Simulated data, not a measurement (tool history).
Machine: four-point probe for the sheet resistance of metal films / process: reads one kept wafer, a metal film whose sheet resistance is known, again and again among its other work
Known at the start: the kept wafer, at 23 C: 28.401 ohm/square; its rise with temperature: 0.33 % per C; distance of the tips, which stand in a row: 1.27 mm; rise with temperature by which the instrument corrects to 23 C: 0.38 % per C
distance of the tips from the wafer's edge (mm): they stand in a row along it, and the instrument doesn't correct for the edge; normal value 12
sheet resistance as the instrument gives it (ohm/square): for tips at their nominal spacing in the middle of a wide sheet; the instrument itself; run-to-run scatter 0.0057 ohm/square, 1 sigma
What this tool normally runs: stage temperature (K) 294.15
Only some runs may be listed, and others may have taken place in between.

run     day  stage temperature (K)  distance of the tips from the wafer's edge (mm)  sheet resistance as the instrument gives it (ohm/square)
  1   0.000                 294.15                                               12                                                 28.623096
  2   1.350                 294.15                                               12                                                 28.621054
  3   2.283                 294.15                                               12                                                 28.628589
  4   3.012                 294.15                                               12                                                 28.609783
  5   3.725                 294.15                                               72                                                 28.458473
  6   5.279                 294.15                                               46                                                 28.473735
  7   6.362                 295.15                                               12                                                 28.614949
  8   7.862                 295.15                                               12                                                 28.608116
  9   9.125                 294.15                                               12                                                 28.627333
 10  10.383                 297.15                                               12                                                 28.592348
 11  11.067                 294.15                                               12                                                 28.621662
 12  12.429                 294.15                                               12                                                 28.627585
 13  13.904                 294.15                                               12                                                 28.625810
 14  14.762                 294.15                                               12                                                 28.632904
 15  15.879                 294.15                                               12                                                 28.630476
 16  16.983                 297.15                                               12                                                 28.584198
 17  17.850                 297.15                                               12                                                 28.595090
 18  18.708                 294.15                                               12                                                 28.628338
 19  19.958                 294.15                                               12                                                 28.620435
 20  21.450                 294.15                                               12                                                 28.623423
 21  22.375                 294.15                                               12                                                 28.628458
 22  23.762                 294.15                                               12                                                 28.626412
 23  24.975                 301.15                                               12                                                 28.529140
 24  25.825                 301.15                                               12                                                 28.519726
 25  26.746                 293.15                                               44                                                 28.478384
 26  27.667                 291.15                                                7                                                 28.988947
 27  29.008                 302.15                                                5                                                 29.298580
 28  30.350                 294.15                                               10                                                 28.706173
 29  31.279                 295.15                                                3                                                 30.913996
 30  32.833                 304.15                                               12                                                 28.495659
 31  33.838                 304.15                                               12                                                 28.481109
 32  35.233                 300.15                                               15                                                 28.486630
 33  36.321                 304.15                                               11                                                 28.519654
 34  37.833                 304.15                                               11                                                 28.526134
 35  39.325                 304.15                                               44                                                 28.329713
 36  40.000                 292.15                                               10                                                 28.731093
 37  41.525                 296.15                                               60                                                 28.421860
 38  42.354                 296.15                                               60                                                 28.435849
 39  43.271                 302.15                                               62                                                 28.352074
 40  44.267                 302.15                                               62                                                 28.352923
 41  45.000                 302.15                                               62                                                 28.344592
 42  46.454                 302.15                                               62                                                 28.354165
 43  47.562                 302.15                                               62                                                 28.360522
 44  48.971                 302.15                                               62                                                 28.353456
 45  49.675                 299.15                                               14                                                 28.509252

A few steps of sheet resistance as the instrument gives it (ohm/square) between consecutive runs. Split each: what settings, incoming material and random variation would produce without the hidden state, and what is left over for the hidden state, along with gauge scatter present in only one of the two compared results (measured, and without hidden state):
Unlogged tool condition in this case: inner tips' distance over the nominal, %; tips' flats over new ones', %; wafer's true temperature over the reading, C; drift of the gauge itself on sheet_ohm, %.
Run 27 -> 28: stage temperature (K) 302.15 -> 294.15, distance of the tips from the wafer's edge (mm) 5 -> 10. sheet resistance as the instrument gives it (ohm/square) -0.592407: hidden state -0.000887, all else -0.591520.
Run 28 -> 29: stage temperature (K) 294.15 -> 295.15, distance of the tips from the wafer's edge (mm) 10 -> 3. sheet resistance as the instrument gives it (ohm/square) +2.207823: hidden state +0.001561, all else +2.206262.
Run 29 -> 30: stage temperature (K) 295.15 -> 304.15, distance of the tips from the wafer's edge (mm) 3 -> 12. sheet resistance as the instrument gives it (ohm/square) -2.418337: hidden state -0.001190, all else -2.417147.
